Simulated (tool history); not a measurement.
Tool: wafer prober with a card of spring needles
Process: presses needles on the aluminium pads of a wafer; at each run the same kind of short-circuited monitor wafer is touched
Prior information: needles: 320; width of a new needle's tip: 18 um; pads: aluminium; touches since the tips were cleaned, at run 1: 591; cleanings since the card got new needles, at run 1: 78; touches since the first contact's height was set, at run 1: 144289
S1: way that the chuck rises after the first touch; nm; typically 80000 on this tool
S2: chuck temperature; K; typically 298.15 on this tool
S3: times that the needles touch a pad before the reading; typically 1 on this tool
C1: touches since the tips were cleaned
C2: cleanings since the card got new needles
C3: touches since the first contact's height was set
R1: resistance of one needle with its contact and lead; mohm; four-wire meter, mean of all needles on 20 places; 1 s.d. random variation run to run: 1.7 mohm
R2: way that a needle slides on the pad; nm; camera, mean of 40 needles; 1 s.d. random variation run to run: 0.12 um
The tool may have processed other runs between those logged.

run,day,S1,S2,S3,C1,C2,C3,R1,R2
1,0.000,80000,298.15,1,591,78,144289,187,14170
# day 0.125: tips cleaned on abrasive film
# day 0.296: tips cleaned on abrasive film
2,0.371,80000,298.15,1,719,80,147914,191,14080
# day 0.488: tips cleaned on abrasive film
# day 0.667: tips cleaned on abrasive film
# day 0.867: tips cleaned on abrasive film
3,1.004,80000,298.15,2,1365,83,154158,190,13850
# day 1.038: tips cleaned on abrasive film
# day 1.233: tips cleaned on abrasive film
# day 1.412: tips cleaned on abrasive film
4,1.412,80000,298.15,2,0,86,158161,174,13990
# day 1.592: tips cleaned on abrasive film
5,1.704,80000,298.15,2,1136,87,161031,190,13870
# day 1.779: tips cleaned on abrasive film
# day 1.967: tips cleaned on abrasive film
# day 2.171: tips cleaned on abrasive film
6,2.254,80000,298.15,1,845,90,166432,195,13940
# day 2.333: tips cleaned on abrasive film
# day 2.521: tips cleaned on abrasive film
# day 2.683: tips cleaned on abrasive film
7,2.808,80000,298.15,1,1248,93,171885,202,14140
# day 2.850: tips cleaned on abrasive film
# day 3.042: tips cleaned on abrasive film
# day 3.221: tips cleaned on abrasive film
# day 3.425: tips cleaned on abrasive film
8,3.471,80000,298.15,3,453,97,178371,179,13870
# day 3.592: tips cleaned on abrasive film
# day 3.783: tips cleaned on abrasive film
# day 3.946: tips cleaned on abrasive film
9,3.971,80000,298.15,1,222,100,183270,182,13640
# day 4.112: tips cleaned on abrasive film
# day 4.308: tips cleaned on abrasive film
# day 4.471: tips cleaned on abrasive film
10,4.488,80000,298.15,1,166,103,188350,178,13820
# day 4.650: tips cleaned on abrasive film
# day 4.833: tips cleaned on abrasive film
11,4.871,80000,298.15,1,364,105,192120,188,13800
# day 5.021: tips cleaned on abrasive film
12,5.146,80000,385.15,1,1262,106,194846,225,13810
# day 5.192: tips cleaned on abrasive film
# day 5.388: tips cleaned on abrasive film
13,5.512,80000,298.15,1,1271,108,198447,208,13660
# day 5.558: tips cleaned on abrasive film
# day 5.746: tips cleaned on abrasive film
14,5.821,91000,298.15,1,730,110,201442,190,15620
# day 5.929: tips cleaned on abrasive film
# day 6.133: tips cleaned on abrasive film
15,6.221,91000,298.15,1,893,112,205400,189,15900
# day 6.304: tips cleaned on abrasive film
# day 6.504: tips cleaned on abrasive film
# day 6.683: tips cleaned on abrasive film
16,6.683,79000,298.15,1,0,115,209906,175,13810
# day 6.862: tips cleaned on abrasive film
# day 7.050: tips cleaned on abrasive film
# day 7.225: tips cleaned on abrasive film
# day 7.333: height of the first contact set anew
17,7.333,79000,298.15,1,952,118,0,198,14410
# day 7.408: tips cleaned on abrasive film
# day 7.588: tips cleaned on abrasive film
# day 7.779: tips cleaned on abrasive film
# day 7.958: tips cleaned on abrasive film
18,7.958,79000,298.15,1,0,122,6129,175,14270
# day 8.146: tips cleaned on abrasive film
# day 8.329: tips cleaned on abrasive film
19,8.329,86000,312.15,2,0,124,9734,177,15450
# day 8.521: tips cleaned on abrasive film
# day 8.696: tips cleaned on abrasive film
# day 8.883: tips cleaned on abrasive film
20,8.933,86000,312.15,2,505,127,15708,183,15440
# day 9.054: tips cleaned on abrasive film
# day 9.250: tips cleaned on abrasive film
21,9.342,80000,392.15,2,944,129,19732,203,14610
# day 9.417: tips cleaned on abrasive film
# day 9.604: tips cleaned on abrasive film
# day 9.800: tips cleaned on abrasive film
22,9.862,80000,304.15,1,647,132,24835,194,14580
# day 9.975: tips cleaned on abrasive film
# day 10.167: tips cleaned on abrasive film
# day 10.350: tips cleaned on abrasive film
23,10.500,63000,354.15,1,1479,135,31097,238,11430
# day 10.533: tips cleaned on abrasive film
# day 10.704: tips cleaned on abrasive film
# day 10.871: tips cleaned on abrasive film
24,10.900,78000,301.15,1,323,138,35024,183,14090
# day 11.046: tips cleaned on abrasive film
# day 11.221: tips cleaned on abrasive film
25,11.258,78000,301.15,1,387,140,38532,186,14010
# day 11.396: tips cleaned on abrasive film
# day 11.571: tips cleaned on abrasive film
26,11.633,78000,364.15,1,644,142,42220,207,14150
# day 11.746: tips cleaned on abrasive film
# day 11.921: tips cleaned on abrasive film
27,11.921,91000,298.15,1,0,144,45006,173,16240
# day 12.112: tips cleaned on abrasive film
28,12.233,97000,298.15,1,1213,145,48129,191,17620

5 ways to go on from here, each from the tool as it stands after run 28. What would each give?
# day 12.308: tips cleaned on abrasive film
# day 12.471: tips cleaned on abrasive film
# day 12.667: tips cleaned on abrasive film
A,12.754,80000,298.15,2,893,148,53228,?,?
# day 12.308: tips cleaned on abrasive film
# day 12.471: tips cleaned on abrasive film
# day 12.667: tips cleaned on abrasive film
B,12.754,65000,299.15,3,893,148,53228,?,?
# day 12.308: tips cleaned on abrasive film
# day 12.471: tips cleaned on abrasive film
# day 12.667: tips cleaned on abrasive film
C,12.754,82000,298.15,2,893,148,53228,?,?
# day 12.308: tips cleaned on abrasive film
# day 12.471: tips cleaned on abrasive film
# day 12.667: tips cleaned on abrasive film
D,12.754,84000,298.15,1,893,148,53228,?,?
# day 12.308: tips cleaned on abrasive film
# day 12.471: tips cleaned on abrasive film
# day 12.667: tips cleaned on abrasive film
E,12.754,65000,369.15,2,893,148,53228,?,?

run,R1,R2
A,187,14240
B,186,11600
C,182,14910
D,195,15120
E,210,11650
What these runs would have given with no unlogged condition in the tool:
run,R1,R2
A,170,14470
B,171,11830
C,166,15150
D,169,15360
E,187,11890

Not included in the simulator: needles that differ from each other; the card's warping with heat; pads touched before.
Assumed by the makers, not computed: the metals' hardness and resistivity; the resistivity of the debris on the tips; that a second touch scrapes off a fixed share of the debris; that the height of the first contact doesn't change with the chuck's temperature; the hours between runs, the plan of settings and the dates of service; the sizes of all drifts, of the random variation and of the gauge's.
